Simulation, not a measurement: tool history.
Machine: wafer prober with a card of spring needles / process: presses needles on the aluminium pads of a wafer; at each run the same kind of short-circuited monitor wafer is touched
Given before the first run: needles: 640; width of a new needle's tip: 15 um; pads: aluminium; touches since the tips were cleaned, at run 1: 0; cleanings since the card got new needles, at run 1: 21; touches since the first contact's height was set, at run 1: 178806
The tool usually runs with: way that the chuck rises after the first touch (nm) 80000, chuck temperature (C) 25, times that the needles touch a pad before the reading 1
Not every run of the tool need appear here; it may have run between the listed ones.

| run | hour | way that the chuck rises after the first touch (nm) | chuck temperature (C) | times that the needles touch a pad before the reading | touches since the tips were cleaned | cleanings since the card got new needles | touches since the first contact's height was set | resistance of one needle with its contact and lead (mohm) | way that a needle slides on the pad (nm) |
|---|---|---|---|---|---|---|---|---|---|
| 1 | 0 | 80000 | 25 | 1 | 0 | 21 | 178806 | 160 | 17480 |
| 2 | 6.6 | 80000 | 25 | 1 | 2338 | 21 | 181144 | 224 | 17510 |
| 3 | 16 | 80000 | 28 | 1 | 5662 | 21 | 184468 | 266 | 17500 |
|  | 20.6 | tips cleaned on abrasive film |
| 4 | 23 | 80000 | 28 | 1 | 830 | 22 | 186917 | 197 | 17510 |
| 5 | 29 | 80000 | 81 | 1 | 2962 | 22 | 189049 | 243 | 17470 |
|  | 40.6 | tips cleaned on abrasive film |
| 6 | 40.6 | 80000 | 81 | 1 | 0 | 23 | 193156 | 178 | 17460 |
| 7 | 53.8 | 80000 | 81 | 1 | 4683 | 23 | 197839 | 261 | 17440 |
|  | 61.3 | tips cleaned on abrasive film |
| 8 | 61.3 | 80000 | 81 | 1 | 0 | 24 | 200468 | 173 | 17440 |
| 9 | 71.6 | 90000 | 25 | 1 | 3645 | 24 | 204113 | 229 | 19680 |
|  | 81.7 | tips cleaned on abrasive film |
| 10 | 83.1 | 80000 | 25 | 2 | 496 | 25 | 208148 | 174 | 17390 |
|  | 84.1 | height of the first contact set anew |
| 11 | 90.7 | 80000 | 25 | 1 | 3080 | 25 | 2340 | 238 | 17970 |
| 12 | 97.8 | 67000 | 36 | 1 | 5601 | 25 | 4861 | 308 | 14990 |
|  | 102.4 | tips cleaned on abrasive film |
| 13 | 103.9 | 67000 | 65 | 1 | 541 | 26 | 7005 | 201 | 15000 |
| 14 | 110.7 | 79000 | 67 | 1 | 2946 | 26 | 9410 | 249 | 17620 |
| 15 | 121.7 | 87000 | 82 | 2 | 6846 | 26 | 13310 | 217 | 19480 |
|  | 122.8 | tips cleaned on abrasive film |
| 16 | 134.4 | 60000 | 118 | 3 | 4118 | 27 | 17786 | 230 | 13410 |
|  | 143.6 | tips cleaned on abrasive film |
| 17 | 143.7 | 60000 | 118 | 3 | 14 | 28 | 21049 | 185 | 13370 |
| 18 | 154 | 60000 | 118 | 3 | 3692 | 28 | 24727 | 230 | 13410 |
| 19 | 161.5 | 60000 | 118 | 3 | 6338 | 28 | 27373 | 240 | 13380 |
|  | 164.3 | tips cleaned on abrasive film |
| 20 | 172.5 | 60000 | 71 | 1 | 2938 | 29 | 31253 | 298 | 13340 |
|  | 185 | tips cleaned on abrasive film |
| 21 | 186.2 | 60000 | 34 | 1 | 399 | 30 | 36054 | 200 | 13340 |
| 22 | 193.3 | 76000 | 35 | 2 | 2933 | 30 | 38588 | 211 | 16940 |

Branching from run 22: 3 alternative next runs. What would each branch give?
|  | 205.1 | tips cleaned on abrasive film |
| A | 205.1 | 80000 | 63 | 1 | 0 | 31 | 42723 | ? | ? |
|  | 205.1 | tips cleaned on abrasive film |
| B | 205.1 | 61000 | 25 | 1 | 0 | 31 | 42723 | ? | ? |
|  | 205.1 | tips cleaned on abrasive film |
| C | 205.1 | 76000 | 116 | 2 | 0 | 31 | 42723 | ? | ? |

| run | resistance of one needle with its contact and lead (mohm) | way that a needle slides on the pad (nm) |
|---|---|---|
| A | 171 | 17770 |
| B | 176 | 13550 |
| C | 181 | 16910 |
Take away the tool's hidden state, keep each run's random variation, and the runs would have read:
| run | resistance of one needle with its contact and lead (mohm) | way that a needle slides on the pad (nm) |
|---|---|---|
| A | 160 | 17910 |
| B | 157 | 13690 |
| C | 173 | 17050 |
